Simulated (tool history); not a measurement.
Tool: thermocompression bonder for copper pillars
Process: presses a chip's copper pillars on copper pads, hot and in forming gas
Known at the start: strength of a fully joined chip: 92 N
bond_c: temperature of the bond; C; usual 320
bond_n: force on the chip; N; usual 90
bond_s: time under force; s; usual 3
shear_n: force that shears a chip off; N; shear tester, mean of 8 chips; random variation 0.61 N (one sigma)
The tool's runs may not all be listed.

run	day	bond_c	bond_n	bond_s	shear_n
1	0	320	90	3	60.7
2	0.433	320	125	3	71.1
3	0.854	320	125	3	70.9
4	1.267	320	125	3	71.1
5	1.688	320	71	3	53.3
6	2.171	320	71	4	58
7	2.746	320	71	4	57.3
8	3.083	320	71	4	58.1
9	3.617	320	71	4	57.1
10	4.008	320	71	4	58
11	4.342	320	71	4	56.8
12	4.85	320	71	4	57.2
13	5.271	320	90	3	60.3
14	5.792	320	90	3	60.2
15	6.083	320	90	3	59.2
16	6.646	320	90	3	60.7
17	7.304	320	90	3	60.8
18	7.904	320	90	3	59.9
19	8.271	320	90	4	65
20	8.625	320	90	4	64.4
# day 9.083: force cell calibrated
21	9.271	320	90	4	62.4
22	9.692	320	117	2	61.4
23	10.004	320	74	2	46
24	10.412	316	130	7	79.7
25	10.733	316	130	7	78.1
26	11.062	339	103	5	76.2
27	11.558	294	103	2	45.4
28	11.921	294	59	8	49.6
29	12.492	291	104	8	65.8
# day 12.625: heater calibrated with a thermocouple chip
# day 13.008: forming gas filter changed
30	13.046	305	77	2	42.9
31	13.354	315	77	2	47.6
32	13.696	328	90	2	59.4
33	13.975	328	90	2	58.6
34	14.288	328	90	2	57
35	14.604	304	99	3	57.2
36	15.246	304	99	3	57.1
# day 15.525: heater calibrated with a thermocouple chip, once more
37	15.688	349	90	2	64.1
38	16.142	307	83	3	50.2
39	16.642	303	89	3	51
40	17.167	303	89	3	50.6
41	17.808	320	82	3	55.2

3 ways to go on from here, each from the tool as it stands after run 41. What would each give?
A	18.171	304	113	5	?
B	18.171	344	62	2	?
C	18.171	320	82	6	?

run	shear_n
A	67.9
B	49.4
C	66.7
Without the tool's hidden state the same runs would have given:
run	shear_n
A	68.4
B	49.6
C	67.2
